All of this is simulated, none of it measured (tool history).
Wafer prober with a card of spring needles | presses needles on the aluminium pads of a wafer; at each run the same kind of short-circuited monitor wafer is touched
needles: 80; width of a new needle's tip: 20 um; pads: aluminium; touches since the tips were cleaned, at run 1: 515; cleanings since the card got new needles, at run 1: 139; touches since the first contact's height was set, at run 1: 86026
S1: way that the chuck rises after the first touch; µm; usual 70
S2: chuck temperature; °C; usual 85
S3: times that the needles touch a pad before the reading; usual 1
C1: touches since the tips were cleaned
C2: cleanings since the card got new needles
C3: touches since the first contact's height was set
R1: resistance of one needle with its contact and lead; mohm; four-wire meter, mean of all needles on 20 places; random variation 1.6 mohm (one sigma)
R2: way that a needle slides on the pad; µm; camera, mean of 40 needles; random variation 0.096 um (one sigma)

run,hour,S1,S2,S3,C1,C2,C3,R1,R2
1,0.0,70,85,1,515,139,86026,183,11.86
# hour 5.9: tips cleaned on abrasive film
# hour 15.7: tips cleaned on abrasive film
# hour 25.5: tips cleaned on abrasive film
# hour 35.3: tips cleaned on abrasive film
# hour 45.1: tips cleaned on abrasive film
2,47.1,70,85,1,449,144,96459,192,11.75
# hour 53.0: tips cleaned on abrasive film
# hour 62.8: tips cleaned on abrasive film
# hour 72.6: tips cleaned on abrasive film
# hour 82.4: tips cleaned on abrasive film
# hour 92.1: tips cleaned on abrasive film
3,98.3,70,85,1,1368,149,107798,209,11.51
# hour 100.3: tips cleaned on abrasive film
# hour 108.2: tips cleaned on abrasive film
# hour 116.0: tips cleaned on abrasive film
# hour 125.8: tips cleaned on abrasive film
# hour 135.6: tips cleaned on abrasive film
# hour 145.4: tips cleaned on abrasive film
4,147.2,73,85,1,395,155,118610,184,11.99
# hour 155.0: tips cleaned on abrasive film
# hour 162.9: tips cleaned on abrasive film
# hour 171.1: tips cleaned on abrasive film
5,171.1,73,85,1,0,158,123907,168,12.04
# hour 180.9: tips cleaned on abrasive film
# hour 188.8: tips cleaned on abrasive film
# hour 198.6: tips cleaned on abrasive film
# hour 206.4: tips cleaned on abrasive film
6,208.9,73,85,1,559,162,132279,192,11.95
# hour 214.8: tips cleaned on abrasive film
# hour 226.8: card fitted with new needles
# hour 236.6: tips cleaned on abrasive film
# hour 246.4: tips cleaned on abrasive film
# hour 256.2: tips cleaned on abrasive film
7,261.7,73,85,1,1224,3,7735,186,13.18
# hour 265.7: tips cleaned on abrasive film
# hour 275.5: tips cleaned on abrasive film
# hour 285.3: tips cleaned on abrasive film
# hour 295.1: tips cleaned on abrasive film
8,296.5,73,123,1,328,7,15443,181,13.03
# hour 304.4: tips cleaned on abrasive film
# hour 312.2: tips cleaned on abrasive film
# hour 322.0: tips cleaned on abrasive film
9,323.3,73,123,1,276,10,21362,177,13.04
# hour 331.1: tips cleaned on abrasive film
# hour 339.0: tips cleaned on abrasive film
# hour 348.8: tips cleaned on abrasive film
# hour 358.6: tips cleaned on abrasive film
10,359.1,73,123,1,121,14,29297,174,12.82
# hour 367.0: tips cleaned on abrasive film
# hour 376.8: tips cleaned on abrasive film
# hour 384.6: tips cleaned on abrasive film
# hour 394.4: tips cleaned on abrasive film
11,399.4,73,123,1,1105,18,38216,195,12.73
# hour 403.3: tips cleaned on abrasive film
# hour 413.1: tips cleaned on abrasive film
# hour 422.9: tips cleaned on abrasive film
12,429.2,73,123,1,1410,21,44834,198,12.88

The next listed run, before its measurement:
# hour 431.3: tips cleaned on abrasive film
# hour 441.1: tips cleaned on abrasive film
# hour 448.9: tips cleaned on abrasive film
# hour 458.7: tips cleaned on abrasive film
13,464.8,70,85,1,1371,25,52717,?,?

{"run 13": {"R1": 197, "R2": 12.21}}
Without the tool's hidden state the same run would have given R1 165 mohm, R2 12.75 µm.
